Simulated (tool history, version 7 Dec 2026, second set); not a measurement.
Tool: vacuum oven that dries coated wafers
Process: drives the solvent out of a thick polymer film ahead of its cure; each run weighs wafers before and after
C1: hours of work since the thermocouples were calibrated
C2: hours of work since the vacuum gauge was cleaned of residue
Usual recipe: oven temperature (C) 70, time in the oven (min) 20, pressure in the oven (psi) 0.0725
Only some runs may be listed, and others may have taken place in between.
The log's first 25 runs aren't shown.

run 26 day=17.529 | oven_temperature_(C)=59 time_in_the_oven_(min)=19 pressure_in_the_oven_(psi)=0.2046 | C1=1056 C2=57 | solvent_left_in_the_film_(%)=4.38
run 27 day=18.462 | oven_temperature_(C)=59 time_in_the_oven_(min)=20 pressure_in_the_oven_(psi)=0.0725 | C1=1070 C2=71 | solvent_left_in_the_film_(%)=3.84
run 28 day=19.162 | oven_temperature_(C)=59 time_in_the_oven_(min)=20 pressure_in_the_oven_(psi)=0.0725 | C1=1081 C2=82 | solvent_left_in_the_film_(%)=3.83
run 29 day=19.971 | oven_temperature_(C)=70 time_in_the_oven_(min)=20 pressure_in_the_oven_(psi)=0.1755 | C1=1093 C2=94 | solvent_left_in_the_film_(%)=0.87
run 30 day=20.479 | oven_temperature_(C)=70 time_in_the_oven_(min)=20 pressure_in_the_oven_(psi)=0.0992 | C1=1100 C2=101 | solvent_left_in_the_film_(%)=0.8
run 31 day=21.321 | oven_temperature_(C)=74 time_in_the_oven_(min)=15 pressure_in_the_oven_(psi)=0.0773 | C1=1113 C2=114 | solvent_left_in_the_film_(%)=0.79
run 32 day=21.921 | oven_temperature_(C)=74 time_in_the_oven_(min)=15 pressure_in_the_oven_(psi)=0.0773 | C1=1122 C2=123 | solvent_left_in_the_film_(%)=0.8
-- day=22.821 oven's thermocouples calibrated
run 33 day=22.879 | oven_temperature_(C)=69 time_in_the_oven_(min)=15 pressure_in_the_oven_(psi)=0.0513 | C1=1 C2=136 | solvent_left_in_the_film_(%)=2.36
run 34 day=23.854 | oven_temperature_(C)=69 time_in_the_oven_(min)=15 pressure_in_the_oven_(psi)=0.0513 | C1=15 C2=151 | solvent_left_in_the_film_(%)=2.35
run 35 day=24.662 | oven_temperature_(C)=67 time_in_the_oven_(min)=30 pressure_in_the_oven_(psi)=0.0468 | C1=28 C2=163 | solvent_left_in_the_film_(%)=0.51

Run 36 has not been measured yet. What should we expect?
run 36 day=25.083 | oven_temperature_(C)=57 time_in_the_oven_(min)=20 pressure_in_the_oven_(psi)=0.0725 | C1=34 C2=169 | solvent_left_in_the_film_(%)=?

solvent left in the film (%): 5.55
Minus the tool's unlogged condition, the same run would have read solvent left in the film (%) 5.08.
